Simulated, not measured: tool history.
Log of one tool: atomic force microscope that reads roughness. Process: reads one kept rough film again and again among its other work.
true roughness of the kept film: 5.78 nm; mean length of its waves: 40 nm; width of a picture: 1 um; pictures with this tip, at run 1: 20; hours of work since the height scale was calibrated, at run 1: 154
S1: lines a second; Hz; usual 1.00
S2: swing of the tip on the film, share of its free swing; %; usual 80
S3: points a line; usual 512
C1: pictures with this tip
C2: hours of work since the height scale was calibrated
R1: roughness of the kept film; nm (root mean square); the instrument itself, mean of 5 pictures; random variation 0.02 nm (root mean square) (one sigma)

Run 1, hour 0.0: usual settings; C1 20; C2 154. Result: R1 4.657 nm (root mean square).
Run 2, hour 7.6: usual settings but S1 2.87 Hz; C1 31; C2 160. Result: R1 4.328 nm (root mean square).
Run 3, hour 20.5: usual settings but S1 2.87 Hz; C1 51; C2 170. Result: R1 4.124 nm (root mean square).
Run 4, hour 32.9: usual settings; C1 70; C2 179. Result: R1 4.237 nm (root mean square).
Run 5, hour 45.1: usual settings; C1 89; C2 189. Result: R1 4.116 nm (root mean square).
Run 6, hour 52.3: usual settings; C1 100; C2 194. Result: R1 4.010 nm (root mean square).
At hour 57.0: new tip fitted.
Run 7, hour 66.4: usual settings but S1 2.45 Hz; C1 14; C2 205. Result: R1 4.529 nm (root mean square).
Run 8, hour 76.6: usual settings but S1 2.45 Hz; C1 30; C2 212. Result: R1 4.393 nm (root mean square).
Run 9, hour 83.7: usual settings but S3 772; C1 41; C2 218. Result: R1 4.447 nm (root mean square).
Run 10, hour 96.7: usual settings but S3 772; C1 61; C2 228. Result: R1 4.326 nm (root mean square).
Run 11, hour 107.7: usual settings but S1 1.51 Hz, S3 772; C1 77; C2 236. Result: R1 4.178 nm (root mean square).
Run 12, hour 117.2: usual settings; C1 92; C2 244. Result: R1 4.125 nm (root mean square).
At hour 127.0: new tip fitted.
Run 13, hour 129.5: usual settings; C1 4; C2 253. Result: R1 4.861 nm (root mean square).
Run 14, hour 138.7: usual settings but S3 286; C1 18; C2 260. Result: R1 4.681 nm (root mean square).
Run 15, hour 149.7: usual settings but S3 286; C1 35; C2 268. Result: R1 4.487 nm (root mean square).
Run 16, hour 156.5: usual settings but S3 286; C1 46; C2 274. Result: R1 4.409 nm (root mean square).
Run 17, hour 169.2: usual settings but S3 286; C1 65; C2 283. Result: R1 4.285 nm (root mean square).
Run 18, hour 177.7: usual settings; C1 78; C2 290. Result: R1 4.200 nm (root mean square).
Run 19, hour 187.2: usual settings; C1 93; C2 297. Result: R1 4.119 nm (root mean square).
Run 20, hour 193.6: usual settings; C1 103; C2 302. Result: R1 4.041 nm (root mean square).
At hour 196.3: new tip fitted.
Run 21, hour 206.2: usual settings; C1 15; C2 311. Result: R1 4.731 nm (root mean square).
Run 22, hour 218.4: usual settings but S3 498; C1 34; C2 321. Result: R1 4.524 nm (root mean square).
Run 23, hour 226.3: usual settings but S3 498; C1 46; C2 327. Result: R1 4.435 nm (root mean square).
Run 24, hour 239.1: usual settings but S1 1.43 Hz, S3 997; C1 66; C2 337. Result: R1 4.241 nm (root mean square).
Run 25, hour 252.2: usual settings but S1 1.43 Hz, S3 997; C1 86; C2 347. Result: R1 4.063 nm (root mean square).
Run 26, hour 262.8: usual settings but S1 2.30 Hz; C1 102; C2 355. Result: R1 3.876 nm (root mean square).
At hour 265.7: new tip fitted.
Run 27, hour 274.5: usual settings but S1 2.30 Hz; C1 14; C2 364. Result: R1 4.521 nm (root mean square).
Run 28, hour 287.5: usual settings but S1 1.68 Hz, S2 81 %; C1 33; C2 374. Result: R1 4.450 nm (root mean square).
Run 29, hour 300.2: usual settings but S1 0.90 Hz, S2 55 %, S3 564; C1 53; C2 383. Result: R1 4.492 nm (root mean square).
Run 30, hour 308.0: usual settings but S1 0.68 Hz, S2 79 %, S3 737; C1 65; C2 389. Result: R1 4.349 nm (root mean square).
Run 31, hour 320.7: usual settings but S1 0.68 Hz, S2 79 %, S3 737; C1 85; C2 399. Result: R1 4.213 nm (root mean square).
Run 32, hour 329.0: usual settings but S1 0.68 Hz, S2 79 %, S3 737; C1 97; C2 406. Result: R1 4.109 nm (root mean square).
At hour 335.3: new tip fitted.
Run 33, hour 335.4: usual settings but S1 0.68 Hz, S2 79 %, S3 737; C1 0; C2 410. Result: R1 4.905 nm (root mean square).
Run 34, hour 341.3: usual settings but S1 3.56 Hz, S2 59 %, S3 987; C1 9; C2 415. Result: R1 4.739 nm (root mean square).
Run 35, hour 354.2: usual settings but S1 3.56 Hz, S2 59 %, S3 987; C1 29; C2 425. Result: R1 4.571 nm (root mean square).
Run 36, hour 363.0: usual settings but S1 1.85 Hz; C1 43; C2 431. Result: R1 4.341 nm (root mean square).
Run 37, hour 371.0: usual settings but S1 2.19 Hz, S3 424; C1 55; C2 437. Result: R1 4.200 nm (root mean square).
Run 38, hour 379.3: usual settings but S1 2.19 Hz, S3 424; C1 68; C2 444. Result: R1 4.063 nm (root mean square).
Run 39, hour 386.4: usual settings but S2 82 %, S3 378; C1 79; C2 449. Result: R1 4.137 nm (root mean square).
Run 40, hour 395.5: usual settings but S1 1.67 Hz, S2 66 %, S3 867; C1 93; C2 456. Result: R1 4.107 nm (root mean square).
At hour 404.6: new tip fitted.
Run 41, hour 404.8: usual settings but S1 3.95 Hz, S2 66 %, S3 867; C1 0; C2 463. Result: R1 4.748 nm (root mean square).
Run 42, hour 417.2: usual settings but S3 424; C1 19; C2 473. Result: R1 4.638 nm (root mean square).
Run 43, hour 429.4: usual settings but S1 1.01 Hz, S2 74 %, S3 474; C1 38; C2 482. Result: R1 4.539 nm (root mean square).
Run 44, hour 441.8: usual settings but S1 1.01 Hz, S2 74 %, S3 474; C1 57; C2 492. Result: R1 4.384 nm (root mean square).
Run 45, hour 453.3: usual settings but S1 1.01 Hz, S2 79 %, S3 670; C1 75; C2 501. Result: R1 4.210 nm (root mean square).

Forecast each of these 4 alternatives for the next run:
Run A, hour 463.2: usual settings but S2 64 %, S3 743; C1 90; C2 508. Result: R1 ?.
Run B, hour 463.2: usual settings but S2 65 %; C1 90; C2 508. Result: R1 ?.
Run C, hour 463.2: usual settings but S1 2.25 Hz, S2 79 %, S3 670; C1 90; C2 508. Result: R1 ?.
Run D, hour 463.2: usual settings but S2 67 %, S3 884; C1 90; C2 508. Result: R1 ?.

run     R1
  A  4.144
  B  4.186
  C  3.969
  D  4.175
Without the tool's hidden state the same runs would have given:
run     R1
  A  4.952
  B  5.005
  C  4.744
  D  4.990
